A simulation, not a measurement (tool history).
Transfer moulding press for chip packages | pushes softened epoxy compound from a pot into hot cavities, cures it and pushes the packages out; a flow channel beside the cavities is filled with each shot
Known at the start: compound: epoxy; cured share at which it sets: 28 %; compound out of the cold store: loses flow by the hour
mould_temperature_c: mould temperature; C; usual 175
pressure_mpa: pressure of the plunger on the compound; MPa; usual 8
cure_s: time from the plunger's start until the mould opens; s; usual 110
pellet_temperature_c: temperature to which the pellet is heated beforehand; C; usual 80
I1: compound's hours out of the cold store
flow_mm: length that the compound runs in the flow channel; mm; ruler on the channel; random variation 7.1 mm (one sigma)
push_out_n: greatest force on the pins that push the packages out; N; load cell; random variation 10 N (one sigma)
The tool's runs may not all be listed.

Run 1, day 0: usual settings; I1 40.6. Result: flow_mm 765 mm, push_out_n 655 N.
Run 2, day 1.267: usual settings; I1 20.4. Result: flow_mm 909 mm, push_out_n 815 N.
At day 1.679: cavities cleaned with cleaning compound and waxed.
Run 3, day 2.121: usual settings; I1 34.2. Result: flow_mm 804 mm, push_out_n 545 N.
Run 4, day 3.117: usual settings; I1 24.3. Result: flow_mm 858 mm, push_out_n 673 N.
Run 5, day 4: usual settings; I1 42.1. Result: flow_mm 750 mm, push_out_n 681 N.
At day 4.642: cavities cleaned with cleaning compound and waxed.
Run 6, day 4.683: usual settings but mould_temperature_c 178 C; I1 15.1. Result: flow_mm 906 mm, push_out_n 452 N.
Run 7, day 5.538: usual settings but pressure_mpa 6.58 MPa; I1 37. Result: flow_mm 702 mm, push_out_n 615 N.
Run 8, day 6.804: usual settings but pellet_temperature_c 77 C; I1 29. Result: flow_mm 816 mm, push_out_n 748 N.
At day 7.621: cavities cleaned with cleaning compound and waxed.
Run 9, day 8: usual settings; I1 16.8. Result: flow_mm 894 mm, push_out_n 555 N.
Run 10, day 8.538: usual settings; I1 9.6. Result: flow_mm 944 mm, push_out_n 670 N.
Run 11, day 9.392: usual settings; I1 21.2. Result: flow_mm 857 mm, push_out_n 719 N.
Run 12, day 10.062: usual settings but mould_temperature_c 168 C; I1 11.9. Result: flow_mm 942 mm, push_out_n 1345 N.
At day 10.629: cavities cleaned with cleaning compound and waxed.
Run 13, day 10.754: usual settings but mould_temperature_c 169 C; I1 44.4. Result: flow_mm 735 mm, push_out_n 730 N.
Run 14, day 11.758: usual settings but pressure_mpa 7.49 MPa; I1 11.1. Result: flow_mm 885 mm, push_out_n 674 N.
Run 15, day 12.492: usual settings but mould_temperature_c 180 C, pressure_mpa 6.55 MPa; I1 33.6. Result: flow_mm 706 mm, push_out_n 567 N.
Run 16, day 13.471: usual settings but mould_temperature_c 180 C, pressure_mpa 6.55 MPa; I1 28.9. Result: flow_mm 721 mm, push_out_n 652 N.
At day 13.633: cavities cleaned with cleaning compound and waxed.
Run 17, day 14.104: usual settings but mould_temperature_c 180 C, pressure_mpa 6.55 MPa; I1 42. Result: flow_mm 652 mm, push_out_n 445 N.
At day 14.55: mould's thermocouples calibrated.
Run 18, day 15.117: usual settings but mould_temperature_c 183 C, pressure_mpa 6.67 MPa, cure_s 117 s, pellet_temperature_c 76 C; I1 19.4. Result: flow_mm 772 mm, push_out_n 495 N.
Run 19, day 15.871: usual settings but mould_temperature_c 183 C, pressure_mpa 8.77 MPa, cure_s 101 s, pellet_temperature_c 76 C; I1 21.4. Result: flow_mm 866 mm, push_out_n 598 N.
At day 16.75: cavities cleaned with cleaning compound and waxed.
Run 20, day 16.75: usual settings but pressure_mpa 8.77 MPa, cure_s 101 s, pellet_temperature_c 76 C; I1 38.7. Result: flow_mm 768 mm, push_out_n 572 N.
Run 21, day 17.412: usual settings but pressure_mpa 8.77 MPa, cure_s 101 s, pellet_temperature_c 76 C; I1 18.6. Result: flow_mm 895 mm, push_out_n 760 N.
Run 22, day 18.258: usual settings but mould_temperature_c 176 C, pressure_mpa 7.07 MPa, cure_s 109 s, pellet_temperature_c 77 C; I1 24.6. Result: flow_mm 755 mm, push_out_n 670 N.
Run 23, day 18.788: usual settings but pellet_temperature_c 82 C; I1 12.9. Result: flow_mm 884 mm, push_out_n 760 N.
At day 19.733: cavities cleaned with cleaning compound and waxed.
Run 24, day 19.767: usual settings but mould_temperature_c 170 C, pressure_mpa 8.64 MPa, cure_s 118 s; I1 30.2. Result: flow_mm 817 mm, push_out_n 572 N.
Run 25, day 20.817: usual settings but pressure_mpa 7.4 MPa; I1 25.9. Result: flow_mm 771 mm, push_out_n 639 N.
Run 26, day 21.362: usual settings but mould_temperature_c 176 C, pellet_temperature_c 72 C; I1 26.5. Result: flow_mm 805 mm, push_out_n 671 N.
Run 27, day 22.025: usual settings but pellet_temperature_c 72 C; I1 16.5. Result: flow_mm 853 mm, push_out_n 793 N.

4 ways to go on from here, each from the tool as it stands after run 27. What would each give?
Run A, day 22.562: usual settings but pressure_mpa 8.94 MPa, cure_s 93 s, pellet_temperature_c 72 C; I1 21.6. Result: flow_mm ?, push_out_n ?.
Run B, day 22.562: usual settings but mould_temperature_c 178 C, cure_s 111 s; I1 9.4. Result: flow_mm ?, push_out_n ?.
Run C, day 22.562: usual settings but pressure_mpa 7.59 MPa, cure_s 103 s, pellet_temperature_c 72 C; I1 43.1. Result: flow_mm ?, push_out_n ?.
Run D, day 22.562: usual settings but cure_s 150 s, pellet_temperature_c 72 C; I1 16. Result: flow_mm ?, push_out_n ?.

run  flow_mm  push_out_n
  A      872        1147
  B      887         703
  C      683         870
  D      852         615
Without the tool's hidden state the same runs would have given:
run  flow_mm  push_out_n
  A      949         685
  B      966         423
  C      744         522
  D      927         377
